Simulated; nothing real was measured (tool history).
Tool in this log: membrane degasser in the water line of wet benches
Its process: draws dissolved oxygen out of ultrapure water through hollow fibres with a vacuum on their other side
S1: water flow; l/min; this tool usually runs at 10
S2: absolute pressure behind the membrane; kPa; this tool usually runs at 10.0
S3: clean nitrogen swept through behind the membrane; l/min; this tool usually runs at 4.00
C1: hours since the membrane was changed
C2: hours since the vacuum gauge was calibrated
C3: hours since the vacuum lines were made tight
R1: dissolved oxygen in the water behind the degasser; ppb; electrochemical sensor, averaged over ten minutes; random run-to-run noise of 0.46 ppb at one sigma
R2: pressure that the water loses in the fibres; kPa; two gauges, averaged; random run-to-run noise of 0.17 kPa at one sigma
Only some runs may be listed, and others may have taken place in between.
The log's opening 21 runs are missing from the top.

{"run": 22, "hour": 1681.0, "S1": 8, "S2": 9.4, "S3": 6.77, "C1": 6207, "C2": 2954, "C3": 1681, "R1": 20.7, "R2": 20.22}
{"run": 23, "hour": 1738.9, "S1": 8, "S2": 9.4, "S3": 6.77, "C1": 6265, "C2": 3012, "C3": 1739, "R1": 20.5, "R2": 20.15}
{"run": 24, "hour": 1856.9, "S1": 8, "S2": 9.4, "S3": 6.77, "C1": 6383, "C2": 3130, "C3": 1857, "R1": 21.1, "R2": 19.91}
{"run": 25, "hour": 1923.5, "S1": 7, "S2": 10.7, "S3": 4.0, "C1": 6450, "C2": 3197, "C3": 1924, "R1": 34.6, "R2": 17.63}
{"run": 26, "hour": 1974.9, "S1": 13, "S2": 10.0, "S3": 6.68, "C1": 6501, "C2": 3248, "C3": 1975, "R1": 40.9, "R2": 32.82}
{"run": 27, "hour": 2041.6, "S1": 15, "S2": 11.4, "S3": 5.69, "C1": 6568, "C2": 3315, "C3": 2042, "R1": 63.3, "R2": 37.69}
{"run": 28, "hour": 2117.8, "S1": 13, "S2": 11.4, "S3": 4.87, "C1": 6644, "C2": 3391, "C3": 2118, "R1": 62.2, "R2": 32.92}
{"hour": 2123.8, "done": "vacuum gauge calibrated"}
{"run": 29, "hour": 2220.0, "S1": 12, "S2": 7.0, "S3": 1.8, "C1": 6746, "C2": 96, "C3": 2220, "R1": 67.4, "R2": 30.24}
{"run": 30, "hour": 2330.0, "S1": 14, "S2": 15.4, "S3": 8.79, "C1": 6856, "C2": 206, "C3": 2329, "R1": 56.9, "R2": 35.52}
{"run": 31, "hour": 2411.6, "S1": 14, "S2": 15.4, "S3": 8.79, "C1": 6937, "C2": 288, "C3": 2411, "R1": 56.7, "R2": 35.39}
{"run": 32, "hour": 2509.9, "S1": 13, "S2": 10.0, "S3": 9.45, "C1": 7036, "C2": 386, "C3": 2509, "R1": 30.8, "R2": 33.0}
{"run": 33, "hour": 2630.3, "S1": 11, "S2": 15.9, "S3": 9.45, "C1": 7156, "C2": 507, "C3": 2630, "R1": 42.8, "R2": 27.99}
{"run": 34, "hour": 2714.6, "S1": 8, "S2": 15.8, "S3": 4.45, "C1": 7240, "C2": 591, "C3": 2714, "R1": 59.2, "R2": 20.08}

Consider 3 possible next runs. They are alternatives, not a sequence: every one starts from the tool as it was left by run 34. What does each give?
{"run": "A", "hour": 2763.7, "S1": 15, "S2": 9.8, "S3": 5.26, "C1": 7289, "C2": 640, "C3": 2763, "R1": "?", "R2": "?"}
{"run": "B", "hour": 2763.7, "S1": 9, "S2": 19.6, "S3": 1.97, "C1": 7289, "C2": 640, "C3": 2763, "R1": "?", "R2": "?"}
{"run": "C", "hour": 2763.7, "S1": 12, "S2": 6.3, "S3": 1.68, "C1": 7289, "C2": 640, "C3": 2763, "R1": "?", "R2": "?"}

run=A R1=57.6 R2=37.90
run=B R1=182.2 R2=22.72
run=C R1=59.9 R2=30.18
Without the tool's unlogged condition, the same runs would have read:
run=A R1=57.5 R2=37.83
run=B R1=182.0 R2=22.68
run=C R1=59.7 R2=30.12
